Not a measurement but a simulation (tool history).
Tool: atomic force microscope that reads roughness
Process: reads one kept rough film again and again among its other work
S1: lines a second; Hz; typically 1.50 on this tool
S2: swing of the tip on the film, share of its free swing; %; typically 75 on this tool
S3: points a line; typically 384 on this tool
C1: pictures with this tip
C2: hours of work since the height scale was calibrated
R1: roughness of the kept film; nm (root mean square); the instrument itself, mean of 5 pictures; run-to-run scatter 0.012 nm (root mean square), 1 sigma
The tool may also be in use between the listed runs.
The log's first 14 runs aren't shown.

run 15 hour=95.0 | S1=1.50 S2=72 S3=384 | C1=220 C2=210 | R1=1.649
run 16 hour=99.9 | S1=1.50 S2=72 S3=384 | C1=225 C2=212 | R1=1.634
run 17 hour=106.3 | S1=1.50 S2=82 S3=384 | C1=233 C2=216 | R1=1.520
run 18 hour=111.9 | S1=1.50 S2=75 S3=384 | C1=239 C2=218 | R1=1.560
run 19 hour=119.7 | S1=2.27 S2=75 S3=660 | C1=247 C2=222 | R1=1.472
run 20 hour=128.1 | S1=0.57 S2=60 S3=586 | C1=257 C2=226 | R1=1.665
run 21 hour=135.9 | S1=1.89 S2=85 S3=862 | C1=265 C2=230 | R1=1.366
run 22 hour=146.0 | S1=1.93 S2=58 S3=720 | C1=277 C2=235 | R1=1.570
run 23 hour=153.9 | S1=0.51 S2=58 S3=437 | C1=286 C2=239 | R1=1.582
run 24 hour=159.1 | S1=3.72 S2=62 S3=847 | C1=291 C2=242 | R1=1.426
run 25 hour=166.6 | S1=1.06 S2=62 S3=393 | C1=300 C2=246 | R1=1.495
run 26 hour=171.9 | S1=1.06 S2=78 S3=899 | C1=306 C2=248 | R1=1.449
run 27 hour=177.8 | S1=1.06 S2=77 S3=436 | C1=312 C2=251 | R1=1.423
run 28 hour=182.5 | S1=1.06 S2=77 S3=436 | C1=317 C2=254 | R1=1.396
run 29 hour=189.5 | S1=0.54 S2=68 S3=840 | C1=325 C2=257 | R1=1.477
run 30 hour=196.6 | S1=3.91 S2=71 S3=820 | C1=333 C2=261 | R1=1.220
run 31 hour=206.2 | S1=0.98 S2=75 S3=384 | C1=344 C2=266 | R1=1.355
run 32 hour=212.3 | S1=1.96 S2=74 S3=490 | C1=350 C2=269 | R1=1.286
run 33 hour=219.7 | S1=0.84 S2=74 S3=268 | C1=359 C2=272 | R1=1.324
-- hour=225.9 new tip fitted
run 34 hour=225.9 | S1=1.35 S2=82 S3=268 | C1=0 C2=275 | R1=2.576
run 35 hour=236.7 | S1=1.32 S2=73 S3=373 | C1=12 C2=281 | R1=2.661

Forecast each of these 3 alternatives for the next run:
run A hour=241.2 | S1=0.78 S2=75 S3=384 | C1=17 C2=283 | R1=?
run B hour=241.2 | S1=2.20 S2=75 S3=384 | C1=17 C2=283 | R1=?
run C hour=241.2 | S1=2.98 S2=73 S3=373 | C1=17 C2=283 | R1=?

run=A R1=2.691
run=B R1=2.452
run=C R1=2.370
Without the tool's unlogged condition, the same runs would have read:
run=A R1=2.859
run=B R1=2.605
run=C R1=2.518

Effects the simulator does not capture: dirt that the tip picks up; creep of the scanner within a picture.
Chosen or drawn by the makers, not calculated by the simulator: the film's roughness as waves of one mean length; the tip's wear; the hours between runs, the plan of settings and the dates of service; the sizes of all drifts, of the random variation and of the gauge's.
